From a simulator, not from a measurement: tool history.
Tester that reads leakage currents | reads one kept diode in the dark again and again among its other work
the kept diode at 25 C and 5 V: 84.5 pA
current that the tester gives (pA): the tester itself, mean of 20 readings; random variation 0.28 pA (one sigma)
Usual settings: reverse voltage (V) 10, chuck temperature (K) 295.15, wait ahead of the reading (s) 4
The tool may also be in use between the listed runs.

run,hour,reverse voltage (V),chuck temperature (K),wait ahead of the reading (s),current that the tester gives (pA)
1,0,10,295.15,4,99.08
2,29.5,10,295.15,4,99.24
3,59.6,10,295.15,4,99.83
4,95.9,10,295.15,4,99.45
5,138.3,2.9,295.15,4,49.04
6,167.8,2.9,295.15,4,49
7,187.6,10.2,309.15,1.36,338.44
8,209.9,10,309.15,0.94,334.59
9,252.7,10,309.15,0.94,334.46
10,280.5,2.2,303.15,4,85.24

5 ways to go on from here, each from the tool as it stands after run 10. What would each give?
A,324.6,10,304.15,4,?
B,324.6,4.4,295.15,3.99,?
C,324.6,4.1,303.15,9.69,?
D,324.6,2.2,332.15,4.66,?
E,324.6,2.8,318.15,4,?

run,current that the tester gives (pA)
A,215.93
B,61.45
C,120.73
D,910.91
E,349.86
Without the tool's hidden state the same runs would have given:
run,current that the tester gives (pA)
A,213.42
B,59.45
C,120.68
D,932.31
E,357.04
